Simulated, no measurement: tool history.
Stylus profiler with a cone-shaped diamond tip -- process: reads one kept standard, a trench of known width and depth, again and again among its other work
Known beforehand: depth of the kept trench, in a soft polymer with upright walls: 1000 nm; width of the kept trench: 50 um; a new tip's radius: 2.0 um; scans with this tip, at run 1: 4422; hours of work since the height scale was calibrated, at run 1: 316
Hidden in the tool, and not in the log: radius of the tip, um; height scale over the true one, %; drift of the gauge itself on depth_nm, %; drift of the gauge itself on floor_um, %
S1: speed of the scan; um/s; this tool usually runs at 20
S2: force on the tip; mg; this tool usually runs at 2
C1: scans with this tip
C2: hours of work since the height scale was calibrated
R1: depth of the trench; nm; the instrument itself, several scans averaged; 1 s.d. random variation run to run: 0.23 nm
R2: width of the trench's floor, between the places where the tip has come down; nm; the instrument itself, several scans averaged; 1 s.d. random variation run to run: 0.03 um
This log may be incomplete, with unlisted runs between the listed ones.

| run | hour | S1 | S2 | C1 | C2 | R1 | R2 |
|---|---|---|---|---|---|---|---|
| 1 | 0 | 20 | 2 | 4422 | 316 | 1012.53 | 45270 |
| 2 | 98.2 | 20 | 2 | 5278 | 377 | 1012.42 | 45160 |
| 3 | 194.1 | 20 | 1.55 | 6116 | 436 | 1010.26 | 44920 |
| 4 | 240.6 | 20 | 1.55 | 6521 | 465 | 1010.23 | 44780 |
| 5 | 284.6 | 20 | 1.55 | 6905 | 493 | 1010.12 | 44840 |
| 6 | 384 | 20 | 2 | 7772 | 555 | 1012.18 | 44650 |
| 7 | 461.9 | 20 | 2 | 8451 | 603 | 1012.05 | 44490 |
| 8 | 511.4 | 20 | 4.64 | 8884 | 634 | 1022.15 | 44430 |
| 9 | 614.6 | 20 | 4.64 | 9784 | 698 | 1021.8 | 44270 |
| 10 | 693.8 | 20 | 4.64 | 10475 | 748 | 1021.68 | 44150 |
| 11 | 780.2 | 20 | 2 | 11228 | 801 | 1011.38 | 44040 |
| 12 | 834 | 20 | 2 | 11698 | 835 | 1011.06 | 43980 |
| 13 | 902.7 | 20 | 2 | 12297 | 878 | 1011.49 | 43910 |
| 14 | 969.2 | 20 | 2 | 12877 | 919 | 1011.04 | 43760 |
| 15 | 1018.9 | 20 | 2 | 13311 | 950 | 1011.03 | 43710 |
| 16 | 1086.5 | 20 | 2 | 13900 | 992 | 1010.53 | 43620 |
| 17 | 1148.6 | 20 | 0.75 | 14442 | 1031 | 1003.95 | 43470 |
| 18 | 1200.9 | 12 | 2 | 14898 | 1063 | 1010.55 | 43500 |
| 19 | 1272.4 | 12 | 2 | 15522 | 1108 | 1010.44 | 43490 |
| 20 | 1331.9 | 12 | 2 | 16041 | 1145 | 1010.61 | 43370 |
| 21 | 1420.2 | 20 | 2 | 16812 | 1200 | 1010.5 | 43180 |
| 22 | 1506.9 | 20 | 2 | 17568 | 1254 | 1009.76 | 43110 |
| 23 | 1570.2 | 30 | 2 | 18120 | 1293 | 1009.94 | 42950 |
| 24 | 1628 | 45 | 2.86 | 18624 | 1329 | 1013.78 | 42820 |
| 25 | 1690.7 | 45 | 2.86 | 19171 | 1368 | 1013.67 | 42750 |
|  | 1725.8 | new tip fitted, height scale calibrated |
| 26 | 1789.1 | 20 | 1.1 | 552 | 39 | 1008.9 | 46180 |
| 27 | 1832.6 | 20 | 1.1 | 932 | 67 | 1008.68 | 46070 |
| 28 | 1881.2 | 47 | 2.29 | 1356 | 97 | 1014.7 | 45840 |
| 29 | 1949.7 | 19 | 4.1 | 1953 | 139 | 1021.58 | 45860 |
| 30 | 2032.3 | 8 | 1.31 | 2674 | 191 | 1010.01 | 45720 |
| 31 | 2088.2 | 20 | 1.84 | 3162 | 226 | 1012.13 | 45530 |
| 32 | 2135.6 | 10 | 0.79 | 3575 | 255 | 1006.73 | 45510 |
| 33 | 2181.1 | 27 | 0.71 | 3972 | 283 | 1006.3 | 45250 |
| 34 | 2252.9 | 10 | 1.39 | 4598 | 328 | 1010.07 | 45290 |
| 35 | 2341.9 | 43 | 0.82 | 5375 | 384 | 1006.08 | 44840 |
| 36 | 2420 | 43 | 0.82 | 6057 | 432 | 1006.35 | 44740 |
| 37 | 2478.9 | 6 | 1.17 | 6570 | 469 | 1008.47 | 44980 |
| 38 | 2545.5 | 20 | 1.17 | 7151 | 510 | 1008.2 | 44780 |
| 39 | 2608.8 | 27 | 2.19 | 7703 | 550 | 1013.34 | 44680 |
| 40 | 2662 | 75 | 1.86 | 8167 | 583 | 1011.32 | 44270 |
| 41 | 2716.8 | 70 | 1.23 | 8646 | 617 | 1008.18 | 44100 |
| 42 | 2767.5 | 70 | 1.23 | 9088 | 649 | 1008.24 | 44010 |
| 43 | 2860.9 | 70 | 1.23 | 9903 | 707 | 1007.62 | 43880 |
| 44 | 2920.8 | 20 | 1.23 | 10425 | 744 | 1007.81 | 44190 |
| 45 | 2967.9 | 7 | 4.86 | 10836 | 773 | 1022.86 | 44210 |

What if the next run were any one of these 5? Each begins from the tool's condition after run 45:
| A | 3019.4 | 6 | 3.98 | 11285 | 805 | ? | ? |
| B | 3019.4 | 75 | 2 | 11285 | 805 | ? | ? |
| C | 3019.4 | 45 | 2.13 | 11285 | 805 | ? | ? |
| D | 3019.4 | 6 | 4.86 | 11285 | 805 | ? | ? |
| E | 3019.4 | 59 | 2 | 11285 | 805 | ? | ? |

| run | R1 | R2 |
|---|---|---|
| A | 1019.27 | 44180 |
| B | 1011.31 | 43770 |
| C | 1012.58 | 43950 |
| D | 1022.61 | 44110 |
| E | 1011.52 | 43890 |
Take away the tool's hidden state, keep each run's random variation, and the runs would have read:
| run | R1 | R2 |
|---|---|---|
| A | 1021.3 | 46520 |
| B | 1013.32 | 46110 |
| C | 1014.6 | 46290 |
| D | 1024.65 | 46450 |
| E | 1013.54 | 46230 |
